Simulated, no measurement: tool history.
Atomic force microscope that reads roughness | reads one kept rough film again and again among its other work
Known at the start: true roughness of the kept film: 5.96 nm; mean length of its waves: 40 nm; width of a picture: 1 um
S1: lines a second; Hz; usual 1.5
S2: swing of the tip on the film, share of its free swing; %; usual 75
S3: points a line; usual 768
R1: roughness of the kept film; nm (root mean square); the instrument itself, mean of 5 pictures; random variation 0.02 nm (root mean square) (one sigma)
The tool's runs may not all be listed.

run,hour,S1,S2,S3,R1
1,0,1.5,75,768,3.565
# hour 26.2: new tip fitted
2,58.8,1.5,75,768,4.515
# hour 65.7: height scale calibrated on a step standard
3,113.8,1.5,75,768,4.223
4,177.7,1.5,75,768,3.893
# hour 235.2: new tip fitted
5,244.3,1.5,75,768,4.753
6,303.9,0.89,75,768,4.534
7,334.8,0.89,75,768,4.338
8,385.2,1.41,75,768,3.869
9,431.8,2.19,75,768,3.474
# hour 443.4: new tip fitted
10,469,2.19,66,768,4.664
11,532.7,1.5,75,768,4.163
12,590.2,1.5,75,768,3.835
13,646.7,1.5,75,768,3.582
# hour 652.6: new tip fitted
14,693.1,1.5,75,768,4.54
15,758,1.5,75,768,4.08
16,823.5,1.5,75,768,3.766
# hour 862.5: new tip fitted
17,887.1,1.5,75,768,4.637
18,939.9,1.5,75,768,4.208
19,981.3,1.5,75,768,4.026
20,1016.6,1.5,75,768,3.809
21,1054.5,1.5,75,768,3.651
# hour 1072.2: new tip fitted
22,1108.9,1.5,75,768,4.492
23,1146.3,1.5,75,768,4.314
24,1188.3,1.5,75,768,4.05
25,1223.6,1.5,75,768,3.878
# hour 1283.7: new tip fitted
26,1286,1.5,75,768,4.76
27,1347.1,2.75,84,768,3.611
28,1379.1,2.75,84,351,3.461
29,1422.8,1.97,57,401,4.085
30,1452.1,1.97,57,401,3.941
# hour 1492.9: new tip fitted
31,1494.5,3.5,62,341,4.749
32,1528.4,1.35,83,411,4.308
33,1566.2,2.4,76,411,3.967
34,1622,1.52,86,498,3.637
35,1669.1,2.92,67,349,3.569
# hour 1701: new tip fitted
36,1702.4,2.92,59,349,4.856
37,1741.7,0.55,75,407,4.769
38,1782.8,0.64,75,407,4.445
39,1847.8,2.55,75,796,3.585

Run 40 comes next. What will it give?
40,1893.9,0.68,59,768,?

Run 40 gave R1 3.951 nm (root mean square).
Without the tool's hidden state the same run would have given R1 5.29 nm (root mean square).
